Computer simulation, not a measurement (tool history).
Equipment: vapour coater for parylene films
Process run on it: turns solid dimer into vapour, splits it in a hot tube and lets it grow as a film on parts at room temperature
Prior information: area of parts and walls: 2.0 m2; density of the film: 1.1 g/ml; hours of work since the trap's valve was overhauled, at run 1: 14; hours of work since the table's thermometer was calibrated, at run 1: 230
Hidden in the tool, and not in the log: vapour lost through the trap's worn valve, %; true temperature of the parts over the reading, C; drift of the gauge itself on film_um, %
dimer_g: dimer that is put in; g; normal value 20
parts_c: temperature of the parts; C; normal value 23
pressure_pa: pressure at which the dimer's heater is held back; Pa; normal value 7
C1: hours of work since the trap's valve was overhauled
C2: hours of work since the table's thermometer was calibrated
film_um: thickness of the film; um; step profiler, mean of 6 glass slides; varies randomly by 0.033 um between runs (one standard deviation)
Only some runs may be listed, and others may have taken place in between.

{"run": 1, "day": 0.0, "dimer_g": 20, "parts_c": 23, "pressure_pa": 7, "C1": 14, "C2": 230, "film_um": 4.5}
{"run": 2, "day": 0.525, "dimer_g": 20, "parts_c": 23, "pressure_pa": 7, "C1": 22, "C2": 238, "film_um": 4.49}
{"run": 3, "day": 1.412, "dimer_g": 20, "parts_c": 22, "pressure_pa": 7, "C1": 35, "C2": 250, "film_um": 4.61}
{"run": 4, "day": 2.025, "dimer_g": 20, "parts_c": 22, "pressure_pa": 7, "C1": 44, "C2": 259, "film_um": 4.62}
{"run": 5, "day": 2.408, "dimer_g": 20, "parts_c": 22, "pressure_pa": 7, "C1": 49, "C2": 265, "film_um": 4.56}
{"run": 6, "day": 3.25, "dimer_g": 20, "parts_c": 22, "pressure_pa": 7, "C1": 62, "C2": 277, "film_um": 4.63}
{"run": 7, "day": 3.888, "dimer_g": 20, "parts_c": 22, "pressure_pa": 7, "C1": 71, "C2": 286, "film_um": 4.6}
{"run": 8, "day": 4.775, "dimer_g": 20, "parts_c": 23, "pressure_pa": 7, "C1": 84, "C2": 299, "film_um": 4.48}
{"run": 9, "day": 5.45, "dimer_g": 20, "parts_c": 23, "pressure_pa": 7, "C1": 94, "C2": 309, "film_um": 4.54}
{"run": 10, "day": 5.971, "dimer_g": 20, "parts_c": 23, "pressure_pa": 7, "C1": 101, "C2": 317, "film_um": 4.51}
{"run": 11, "day": 6.717, "dimer_g": 20, "parts_c": 23, "pressure_pa": 9, "C1": 112, "C2": 328, "film_um": 4.27}
{"run": 12, "day": 7.558, "dimer_g": 20, "parts_c": 23, "pressure_pa": 9, "C1": 124, "C2": 340, "film_um": 4.38}
{"run": 13, "day": 8.021, "dimer_g": 20, "parts_c": 23, "pressure_pa": 4.82, "C1": 131, "C2": 347, "film_um": 4.84}
{"run": 14, "day": 8.708, "dimer_g": 20, "parts_c": 23, "pressure_pa": 4.82, "C1": 141, "C2": 357, "film_um": 4.76}
{"run": 15, "day": 9.308, "dimer_g": 20, "parts_c": 23, "pressure_pa": 4.82, "C1": 150, "C2": 365, "film_um": 4.83}
{"run": 16, "day": 10.192, "dimer_g": 11, "parts_c": 25, "pressure_pa": 3.48, "C1": 163, "C2": 378, "film_um": 2.68}
{"run": 17, "day": 11.004, "dimer_g": 11, "parts_c": 25, "pressure_pa": 2.8, "C1": 174, "C2": 390, "film_um": 2.81}
{"run": 18, "day": 11.788, "dimer_g": 20, "parts_c": 20, "pressure_pa": 7, "C1": 186, "C2": 401, "film_um": 4.68}
{"run": 19, "day": 12.283, "dimer_g": 10, "parts_c": 20, "pressure_pa": 6.55, "C1": 193, "C2": 409, "film_um": 2.38}
{"run": 20, "day": 12.754, "dimer_g": 13, "parts_c": 32, "pressure_pa": 6.55, "C1": 200, "C2": 415, "film_um": 2.5}
{"run": 21, "day": 13.204, "dimer_g": 10, "parts_c": 24, "pressure_pa": 6.55, "C1": 206, "C2": 422, "film_um": 2.24}
{"run": 22, "day": 14.042, "dimer_g": 9, "parts_c": 23, "pressure_pa": 6.55, "C1": 219, "C2": 434, "film_um": 2.02}
{"run": 23, "day": 14.75, "dimer_g": 10, "parts_c": 23, "pressure_pa": 3.04, "C1": 229, "C2": 444, "film_um": 2.57}
{"run": 24, "day": 15.217, "dimer_g": 10, "parts_c": 23, "pressure_pa": 3.04, "C1": 236, "C2": 451, "film_um": 2.6}
{"run": 25, "day": 16.042, "dimer_g": 10, "parts_c": 23, "pressure_pa": 9.25, "C1": 248, "C2": 463, "film_um": 2.11}
{"run": 26, "day": 16.767, "dimer_g": 14, "parts_c": 23, "pressure_pa": 9.25, "C1": 258, "C2": 474, "film_um": 2.93}
{"run": 27, "day": 17.146, "dimer_g": 14, "parts_c": 23, "pressure_pa": 9.25, "C1": 264, "C2": 479, "film_um": 2.94}

Some steps in film_um between neighbouring runs. How much of each would the tool show without its hidden state too (settings, what came in, random variation), and how much is left for the hidden state, with any gauge scatter that isn't in both results?
Run 15 -> 16: dimer_g 20 -> 11, parts_c 23 -> 25, pressure_pa 4.82 -> 3.48. film_um -2.15 um: hidden state +0.02, all else -2.17.
Run 17 -> 18: dimer_g 11 -> 20, parts_c 25 -> 20, pressure_pa 2.8 -> 7. film_um +1.87 um: hidden state -0.03, all else +1.9.
Run 18 -> 19: dimer_g 20 -> 10, pressure_pa 7 -> 6.55. film_um -2.3 um: hidden state +0.03, all else -2.33.
